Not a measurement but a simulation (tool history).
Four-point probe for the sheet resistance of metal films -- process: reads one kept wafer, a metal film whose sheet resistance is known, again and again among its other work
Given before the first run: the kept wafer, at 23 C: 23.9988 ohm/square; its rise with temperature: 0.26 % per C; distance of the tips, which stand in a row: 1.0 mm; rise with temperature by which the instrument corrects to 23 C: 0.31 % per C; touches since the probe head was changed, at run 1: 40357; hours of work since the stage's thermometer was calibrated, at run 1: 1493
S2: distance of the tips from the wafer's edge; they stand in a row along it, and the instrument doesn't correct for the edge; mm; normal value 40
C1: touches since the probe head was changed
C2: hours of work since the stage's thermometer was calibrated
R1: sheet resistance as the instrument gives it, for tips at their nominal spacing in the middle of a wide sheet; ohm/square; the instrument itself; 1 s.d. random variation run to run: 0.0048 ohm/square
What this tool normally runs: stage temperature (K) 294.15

Run 1, hour 0.0: usual settings; C1 40357; C2 1493. Result: R1 24.020363 ohm/square.
Run 2, hour 79.1: usual settings but stage temperature (K) 304.15; C1 44044; C2 1539. Result: R1 23.884745 ohm/square.
Run 3, hour 159.1: usual settings but stage temperature (K) 304.15; C1 47774; C2 1586. Result: R1 23.894626 ohm/square.
Run 4, hour 228.7: usual settings; C1 51021; C2 1626. Result: R1 24.035631 ohm/square.
Run 5, hour 285.7: usual settings; C1 53675; C2 1659. Result: R1 24.048388 ohm/square.
Run 6, hour 350.2: usual settings; C1 56683; C2 1697. Result: R1 24.056486 ohm/square.
Run 7, hour 400.6: usual settings; C1 59036; C2 1726. Result: R1 24.053393 ohm/square.
Run 8, hour 437.2: usual settings; C1 60743; C2 1748. Result: R1 24.056805 ohm/square.
Run 9, hour 517.5: usual settings but S2 13 mm; C1 64486; C2 1795. Result: R1 24.141346 ohm/square.
Run 10, hour 568.1: usual settings but stage temperature (K) 298.15; C1 66846; C2 1824. Result: R1 24.011029 ohm/square.
Run 11, hour 649.7: usual settings; C1 70646; C2 1872. Result: R1 24.077140 ohm/square.
Run 12, hour 726.2: usual settings; C1 74214; C2 1916. Result: R1 24.085913 ohm/square.
Run 13, hour 804.4: usual settings; C1 77861; C2 1962. Result: R1 24.093425 ohm/square.
Run 14, hour 880.0: usual settings but S2 30 mm; C1 81385; C2 2006. Result: R1 24.102741 ohm/square.
Run 15, hour 927.3: usual settings but S2 30 mm; C1 83589; C2 2033. Result: R1 24.117248 ohm/square.
Run 16, hour 966.6: usual settings but S2 5 mm; C1 85422; C2 2056. Result: R1 24.609546 ohm/square.
Run 17, hour 1024.5: usual settings but S2 5 mm; C1 88122; C2 2090. Result: R1 24.618407 ohm/square.
Run 18, hour 1078.1: usual settings but S2 5 mm; C1 90622; C2 2121. Result: R1 24.613709 ohm/square.
Run 19, hour 1145.4: usual settings but S2 5 mm; C1 93761; C2 2160. Result: R1 24.637256 ohm/square.
Run 20, hour 1188.3: usual settings; C1 95759; C2 2185. Result: R1 24.141805 ohm/square.
Run 21, hour 1252.8: usual settings; C1 98766; C2 2223. Result: R1 24.143757 ohm/square.
Run 22, hour 1291.2: usual settings; C1 100558; C2 2245. Result: R1 24.144655 ohm/square.
Run 23, hour 1348.9: usual settings; C1 103247; C2 2279. Result: R1 24.150280 ohm/square.
At hour 1403.9: new probe head fitted.
Run 24, hour 1403.9: usual settings but stage temperature (K) 301.15, S2 9 mm; C1 0; C2 2311. Result: R1 24.007023 ohm/square.
Run 25, hour 1461.6: usual settings but stage temperature (K) 299.15, S2 6 mm; C1 2693; C2 2344. Result: R1 24.243064 ohm/square.
Run 26, hour 1527.6: usual settings but stage temperature (K) 303.15, S2 4 mm; C1 5769; C2 2383. Result: R1 24.617643 ohm/square.
At hour 1535.7: stage's thermometer calibrated.
Run 27, hour 1597.8: usual settings but stage temperature (K) 301.15, S2 17 mm; C1 9020; C2 36. Result: R1 23.948700 ohm/square.
Run 28, hour 1663.2: usual settings but stage temperature (K) 301.15, S2 17 mm; C1 12067; C2 74. Result: R1 23.935670 ohm/square.
Run 29, hour 1734.1: usual settings but stage temperature (K) 303.15, S2 8 mm; C1 15373; C2 116. Result: R1 24.075265 ohm/square.
Run 30, hour 1767.4: usual settings but stage temperature (K) 292.15, S2 16 mm; C1 16927; C2 135. Result: R1 24.081129 ohm/square.
Run 31, hour 1809.5: usual settings but stage temperature (K) 292.15, S2 16 mm; C1 18889; C2 160. Result: R1 24.090637 ohm/square.
At hour 1854.0: stage's thermometer calibrated, once more.
Run 32, hour 1860.7: usual settings but stage temperature (K) 297.15, S2 59 mm; C1 21251; C2 4. Result: R1 23.925968 ohm/square.
Run 33, hour 1935.8: usual settings but stage temperature (K) 304.15, S2 6 mm; C1 24755; C2 48. Result: R1 24.180911 ohm/square.
Run 34, hour 1980.9: usual settings but stage temperature (K) 295.15, S2 12 mm; C1 26857; C2 74. Result: R1 24.047092 ohm/square.
Run 35, hour 2036.0: usual settings but stage temperature (K) 304.15, S2 10 mm; C1 29423; C2 106. Result: R1 23.968374 ohm/square.
Run 36, hour 2100.0: usual settings but stage temperature (K) 292.15, S2 6 mm; C1 32410; C2 143. Result: R1 24.368197 ohm/square.
Run 37, hour 2170.4: usual settings but stage temperature (K) 292.15, S2 6 mm; C1 35690; C2 184. Result: R1 24.363369 ohm/square.
Run 38, hour 2232.6: usual settings but stage temperature (K) 307.15, S2 7 mm; C1 38592; C2 221. Result: R1 24.077679 ohm/square.
Run 39, hour 2279.8: usual settings but stage temperature (K) 307.15, S2 7 mm; C1 40793; C2 248. Result: R1 24.085158 ohm/square.
Run 40, hour 2335.8: usual settings but S2 71 mm; C1 43402; C2 281. Result: R1 24.000896 ohm/square.
Run 41, hour 2372.6: usual settings but S2 71 mm; C1 45117; C2 302. Result: R1 24.012867 ohm/square.
Run 42, hour 2435.6: usual settings but S2 71 mm; C1 48057; C2 339. Result: R1 24.018500 ohm/square.
Run 43, hour 2472.7: usual settings but S2 71 mm; C1 49786; C2 361. Result: R1 24.018026 ohm/square.
Run 44, hour 2549.8: usual settings but stage temperature (K) 297.15, S2 10 mm; C1 53379; C2 406. Result: R1 24.105618 ohm/square.
Run 45, hour 2587.3: usual settings but stage temperature (K) 304.15, S2 23 mm; C1 55127; C2 427. Result: R1 23.919410 ohm/square.

Selected run-to-run steps in R1, each split into two signed amounts: the part the tool would show with no hidden state at all (from settings, incoming material and random variation), and the remainder, which goes to the hidden state together with any gauge scatter not common to the measured and the hidden-state-free results:
Hidden state at play: inner tips' distance over the nominal, %; tips' flats over new ones', %; wafer's true temperature over the reading, C; drift of the gauge itself on sheet_ohm, %.
Run 15 -> 16: S2 30 -> 5. R1 +0.492298 ohm/square: hidden state +0.005569, all else +0.486729.
Run 19 -> 20: S2 5 -> 40. R1 -0.495451 ohm/square: hidden state +0.002695, all else -0.498146.
Run 23 -> 24: stage temperature (K) 294.15 -> 301.15, S2 40 -> 9, new probe head fitted. R1 -0.143257 ohm/square: hidden state -0.195389, all else +0.052132.
Run 26 -> 27: stage temperature (K) 303.15 -> 301.15, S2 4 -> 17, stage's thermometer calibrated. R1 -0.668943 ohm/square: hidden state +0.024557, all else -0.693500.
Run 31 -> 32: stage temperature (K) 292.15 -> 297.15, S2 16 -> 59, stage's thermometer calibrated, once more. R1 -0.164669 ohm/square: hidden state -0.051345, all else -0.113324.
